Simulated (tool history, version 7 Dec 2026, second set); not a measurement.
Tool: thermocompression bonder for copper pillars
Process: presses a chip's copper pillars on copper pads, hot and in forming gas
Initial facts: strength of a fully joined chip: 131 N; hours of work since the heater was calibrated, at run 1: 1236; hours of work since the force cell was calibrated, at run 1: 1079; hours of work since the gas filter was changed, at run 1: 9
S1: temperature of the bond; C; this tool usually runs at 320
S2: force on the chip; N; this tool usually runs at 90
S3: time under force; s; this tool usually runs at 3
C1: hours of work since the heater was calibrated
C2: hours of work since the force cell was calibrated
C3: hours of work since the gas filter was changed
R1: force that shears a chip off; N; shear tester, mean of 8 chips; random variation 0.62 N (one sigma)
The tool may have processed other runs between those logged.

Run 1, hour 0.0: usual settings; C1 1236; C2 1079; C3 9. Result: R1 69.2 N.
At hour 50.3: heater calibrated with a thermocouple chip.
Run 2, hour 74.6: usual settings; C1 13; C2 1117; C3 47. Result: R1 65.5 N.
Run 3, hour 122.9: usual settings but S1 335 C; C1 38; C2 1142; C3 72. Result: R1 72.0 N.
Run 4, hour 165.3: usual settings but S1 335 C; C1 60; C2 1164; C3 94. Result: R1 71.2 N.
Run 5, hour 205.6: usual settings; C1 81; C2 1185; C3 115. Result: R1 63.5 N.
Run 6, hour 247.0: usual settings but S1 347 C; C1 103; C2 1207; C3 137. Result: R1 76.1 N.
Run 7, hour 296.8: usual settings but S1 347 C; C1 129; C2 1233; C3 163. Result: R1 76.8 N.
At hour 300.7: forming gas filter changed.
Run 8, hour 363.8: usual settings but S1 347 C; C1 164; C2 1268; C3 33. Result: R1 81.6 N.
Run 9, hour 418.3: usual settings; C1 192; C2 1296; C3 61. Result: R1 64.8 N.
Run 10, hour 472.5: usual settings; C1 221; C2 1325; C3 90. Result: R1 64.8 N.
Run 11, hour 547.0: usual settings; C1 259; C2 1364; C3 129. Result: R1 61.9 N.
Run 12, hour 585.6: usual settings but S1 323 C, S2 64 N, S3 5 s; C1 280; C2 1384; C3 149. Result: R1 54.9 N.
At hour 621.1: forming gas filter changed.
Run 13, hour 636.7: usual settings but S1 331 C, S3 4 s; C1 306; C2 1410; C3 8. Result: R1 81.2 N.
At hour 664.9: force cell calibrated.
Run 14, hour 677.6: usual settings but S2 134 N; C1 327; C2 7; C3 29. Result: R1 94.1 N.
Run 15, hour 735.1: usual settings but S1 293 C, S2 61 N; C1 357; C2 37; C3 59. Result: R1 34.6 N.
Run 16, hour 768.5: usual settings but S1 293 C, S2 61 N; C1 374; C2 54; C3 76. Result: R1 34.2 N.
Run 17, hour 808.6: usual settings but S1 309 C, S2 61 N, S3 7 s; C1 395; C2 75; C3 97. Result: R1 55.7 N.
Run 18, hour 850.1: usual settings but S1 309 C, S2 61 N, S3 7 s; C1 417; C2 97; C3 119. Result: R1 55.4 N.
Run 19, hour 901.9: usual settings but S1 309 C, S2 61 N, S3 7 s; C1 444; C2 124; C3 146. Result: R1 54.1 N.
At hour 943.1: forming gas filter changed.
Run 20, hour 962.5: usual settings but S1 332 C; C1 475; C2 155; C3 10. Result: R1 76.6 N.
Run 21, hour 1033.8: usual settings but S1 332 C; C1 513; C2 193; C3 47. Result: R1 74.5 N.
Run 22, hour 1071.2: usual settings but S2 85 N; C1 532; C2 212; C3 67. Result: R1 63.9 N.

For each entry between runs, how does the tool's hidden state at the last listed run before it compare with that at the first listed run after it?
Between runs 1 and 2: heater calibrated with a thermocouple chip (hour 50.3)
  true temperature of the bond over the reading, C: 5.8 -> 1.3; force that reaches the chip, % of what is set: 97 -> 96.9; oxide that the forming gas leaves, % of the face: 1.05 -> 2.95
  measured value less the no-hidden-state value, R1: +1.1 -> -2.9 N
Between runs 7 and 8: forming gas filter changed (hour 300.7)
  true temperature of the bond over the reading, C: 1.9 -> 2.1; force that reaches the chip, % of what is set: 96.6 -> 96.5; oxide that the forming gas leaves, % of the face: 9.11 -> 2.36
  measured value less the no-hidden-state value, R1: -8.4 -> -2.7 N
Between runs 12 and 13: forming gas filter changed (hour 621.1)
  true temperature of the bond over the reading, C: 2.7 -> 2.8; force that reaches the chip, % of what is set: 96.2 -> 96.1; oxide that the forming gas leaves, % of the face: 8.62 -> 1.04
  measured value less the no-hidden-state value, R1: -5.6 -> -1.3 N
Between runs 13 and 14: force cell calibrated (hour 664.9)
  true temperature of the bond over the reading, C: 2.8 -> 2.9; force that reaches the chip, % of what is set: 96.1 -> 99.8; oxide that the forming gas leaves, % of the face: 1.04 -> 2.03
  measured value less the no-hidden-state value, R1: -1.3 -> +0.1 N
Between runs 19 and 20: forming gas filter changed (hour 943.1)
  true temperature of the bond over the reading, C: 3.6 -> 3.7; force that reaches the chip, % of what is set: 99.5 -> 99.4; oxide that the forming gas leaves, % of the face: 8.59 -> 1.06
  measured value less the no-hidden-state value, R1: -3.1 -> +1.4 N
